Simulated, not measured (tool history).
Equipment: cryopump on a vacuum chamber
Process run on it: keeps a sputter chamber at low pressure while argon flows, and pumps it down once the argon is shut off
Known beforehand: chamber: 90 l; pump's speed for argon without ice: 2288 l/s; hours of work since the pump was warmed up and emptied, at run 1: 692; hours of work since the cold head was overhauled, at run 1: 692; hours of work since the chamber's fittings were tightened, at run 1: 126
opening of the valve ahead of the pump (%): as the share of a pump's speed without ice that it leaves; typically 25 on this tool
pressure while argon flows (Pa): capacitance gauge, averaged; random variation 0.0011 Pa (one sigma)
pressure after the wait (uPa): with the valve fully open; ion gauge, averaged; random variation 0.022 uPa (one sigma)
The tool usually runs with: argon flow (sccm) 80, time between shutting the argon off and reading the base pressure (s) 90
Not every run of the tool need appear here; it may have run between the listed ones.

| run | hour | argon flow (sccm) | time between shutting the argon off and reading the base pressure (s) | opening of the valve ahead of the pump (%) | hours of work since the pump was warmed up and emptied | hours of work since the cold head was overhauled | hours of work since the chamber's fittings were tightened | pressure while argon flows (Pa) | pressure after the wait (uPa) |
|---|---|---|---|---|---|---|---|---|---|
| 1 | 0.0 | 80 | 90 | 25 | 692 | 692 | 126 | 0.2528 | 0.71 |
| 2 | 31.1 | 80 | 90 | 25 | 713 | 713 | 146 | 0.2499 | 0.76 |
| 3 | 52.4 | 80 | 113 | 25 | 727 | 727 | 160 | 0.2528 | 0.67 |
| 4 | 88.0 | 80 | 90 | 25 | 751 | 751 | 184 | 0.2539 | 0.82 |
| 5 | 111.7 | 80 | 90 | 25 | 766 | 766 | 199 | 0.2540 | 0.80 |
| 6 | 139.3 | 109 | 33 | 25 | 784 | 784 | 218 | 0.3468 | 1.76 |
|  | 153.1 | pump warmed up, emptied and cooled again |
| 7 | 165.9 | 109 | 33 | 25 | 8 | 799 | 232 | 0.3257 | 1.64 |
| 8 | 192.9 | 80 | 92 | 50 | 26 | 816 | 250 | 0.1202 | 0.77 |
| 9 | 219.7 | 80 | 92 | 50 | 44 | 834 | 267 | 0.1203 | 0.77 |
| 10 | 246.9 | 72 | 65 | 59 | 62 | 852 | 285 | 0.0930 | 0.93 |

Entry by entry between the runs, the difference in hidden state between the last listed run before and the first listed run after:
Between runs 6 and 7: pump warmed up, emptied and cooled again (hour 153.1)
  pump's speed, % of a pump's without ice: 77.5 -> 98.8; cold plate's temperature, K: 12.59 -> 12.6; leak into the chamber, uPa l/s: 539 -> 553
  the result without the hidden state subtracted from the measured one, pressure while argon flows (Pa): +0.0247 -> +0.0020; pressure after the wait (uPa): +0.18 -> +0.12
